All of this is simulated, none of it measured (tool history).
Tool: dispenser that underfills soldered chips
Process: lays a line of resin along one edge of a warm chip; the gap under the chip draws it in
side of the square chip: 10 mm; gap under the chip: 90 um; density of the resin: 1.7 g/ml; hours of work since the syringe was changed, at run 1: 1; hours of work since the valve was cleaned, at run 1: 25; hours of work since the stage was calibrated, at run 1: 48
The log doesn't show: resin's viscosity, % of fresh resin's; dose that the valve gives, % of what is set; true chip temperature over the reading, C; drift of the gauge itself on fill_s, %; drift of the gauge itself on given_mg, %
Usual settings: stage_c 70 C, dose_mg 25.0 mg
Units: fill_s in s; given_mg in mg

run  hour  stage_c  dose_mg  hours of work since the syringe was changed  hours of work since the valve was cleaned  hours of work since the stage was calibrated  fill_s  given_mg
  1   0.0       70     25.0                                            1                                         25                                            48    30.7     24.57
  2   4.1       61     25.0                                            3                                         28                                            51    49.4     24.60
  3   7.4       61     25.0                                            5                                         30                                            53    58.5     24.46
     11.3  -- new syringe of resin
  4  12.2       61     25.0                                            1                                         33                                            56    41.5     24.38
  5  15.3       61     25.0                                            3                                         35                                            58    48.1     24.04
  6  17.3       61     25.0                                            4                                         37                                            60    52.8     24.27
  7  20.8       70     21.7                                            6                                         39                                            62    46.2     20.97
     23.3  -- new syringe of resin
  8  23.3       70     21.7                                            0                                         40                                            63    30.5     21.08
  9  26.5       70     21.7                                            2                                         42                                            65    34.9     20.91
 10  29.2       70     21.7                                            4                                         44                                            67    40.1     20.96
 11  31.1       70     26.6                                            5                                         45                                            69    42.1     25.69
     35.3  -- new syringe of resin
 12  35.9       68     26.6                                            0                                         48                                            72    31.6     25.59
 13  39.7       84     25.4                                            3                                         51                                            74    22.5     24.52
 14  43.1       84     25.4                                            5                                         53                                            76    26.9     24.41
 15  45.2       70     32.3                                            6                                         54                                            78    45.6     30.86
     47.3  -- new syringe of resin
 16  48.3       74     22.8                                            1                                         56                                            79    27.2     21.88
 17  51.7       68     24.0                                            3                                         59                                            82    39.0     23.07
 18  54.3       68     24.0                                            5                                         60                                            83    43.8     22.93
 19  57.5       72     22.9                                            7                                         62                                            86    44.4     21.92
     59.3  -- new syringe of resin
 20  60.9       73     25.3                                            1                                         64                                            88    27.8     24.18
 21  62.8       77     27.5                                            2                                         66                                            89    27.4     26.17
 22  67.1       81     27.9                                            5                                         68                                            92    28.8     26.48
 23  69.3       81     27.9                                            7                                         70                                            93    31.8     26.32

5 ways to go on from here, each from the tool as it stands after run 23. What would each give?
     71.4  -- new syringe of resin
  A  72.8       66     29.7                                            1                                         72                                            95       ?         ?
     71.4  -- new syringe of resin
  B  72.8       70     32.1                                            1                                         72                                            95       ?         ?
     71.4  -- new syringe of resin
  C  72.8       70     21.6                                            1                                         72                                            95       ?         ?
     71.4  -- new syringe of resin
  D  72.8       74     25.0                                            1                                         72                                            95       ?         ?
     71.4  -- new syringe of resin
  E  72.8       57     22.6                                            1                                         72                                            95       ?         ?

run  fill_s  given_mg
  A    35.2     28.06
  B    30.1     30.41
  C    32.8     20.39
  D    27.3     23.83
  E    49.3     21.42
Without the tool's hidden state the same runs would have given:
run  fill_s  given_mg
  A    33.3     29.68
  B    28.5     32.17
  C    30.8     21.57
  D    25.7     25.20
  E    46.3     22.65

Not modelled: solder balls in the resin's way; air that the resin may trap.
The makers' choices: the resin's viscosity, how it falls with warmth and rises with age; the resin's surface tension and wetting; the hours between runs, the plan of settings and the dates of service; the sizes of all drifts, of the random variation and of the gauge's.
